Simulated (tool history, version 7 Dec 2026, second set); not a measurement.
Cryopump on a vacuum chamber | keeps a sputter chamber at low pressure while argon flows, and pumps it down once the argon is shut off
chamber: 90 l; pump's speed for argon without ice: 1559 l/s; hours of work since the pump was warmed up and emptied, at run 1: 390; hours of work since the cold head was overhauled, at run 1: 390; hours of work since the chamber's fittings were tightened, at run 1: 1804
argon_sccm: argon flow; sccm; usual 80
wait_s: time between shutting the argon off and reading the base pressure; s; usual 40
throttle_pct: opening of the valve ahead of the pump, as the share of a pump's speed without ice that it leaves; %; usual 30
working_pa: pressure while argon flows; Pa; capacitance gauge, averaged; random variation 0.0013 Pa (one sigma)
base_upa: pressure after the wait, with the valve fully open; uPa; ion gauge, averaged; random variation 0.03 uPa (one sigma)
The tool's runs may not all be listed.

run	hour	argon_sccm	wait_s	throttle_pct	hours of work since the pump was warmed up and emptied	hours of work since the cold head was overhauled	hours of work since the chamber's fittings were tightened	working_pa	base_upa
1	0	80	40	30	390	390	1804	0.298	2.84
2	13.2	80	40	30	400	400	1814	0.2978	2.9
3	24.3	80	40	30	407	407	1822	0.2972	2.91
4	37.1	80	40	30	416	416	1831	0.3003	2.89
5	50.5	80	40	30	426	426	1840	0.3002	2.89
6	59.7	80	40	30	432	432	1846	0.299	2.82
7	75.9	80	40	30	444	444	1858	0.2995	2.92
8	84.6	36	88	39	450	450	1864	0.1049	2.18
9	97.4	36	88	39	459	459	1873	0.1046	2.17
10	110.6	135	207	30	468	468	1882	0.5078	1.85
11	118.9	135	207	30	474	474	1888	0.5072	1.89

Some steps in working_pa between neighbouring runs. How much of each would the tool show without its hidden state too (settings, what came in, random variation), and how much is left for the hidden state, with any gauge scatter that isn't in both results?
The hidden state here: pump's speed, % of a pump's without ice; cold plate's temperature, K; leak into the chamber, uPa l/s; drift of the gauge itself on working_pa, %; drift of the gauge itself on base_upa, %.
Run 9 -> 10: argon_sccm 36 -> 135, wait_s 88 -> 207, throttle_pct 39 -> 30. working_pa +0.4032 Pa: hidden state +0.0138, all else +0.3894.

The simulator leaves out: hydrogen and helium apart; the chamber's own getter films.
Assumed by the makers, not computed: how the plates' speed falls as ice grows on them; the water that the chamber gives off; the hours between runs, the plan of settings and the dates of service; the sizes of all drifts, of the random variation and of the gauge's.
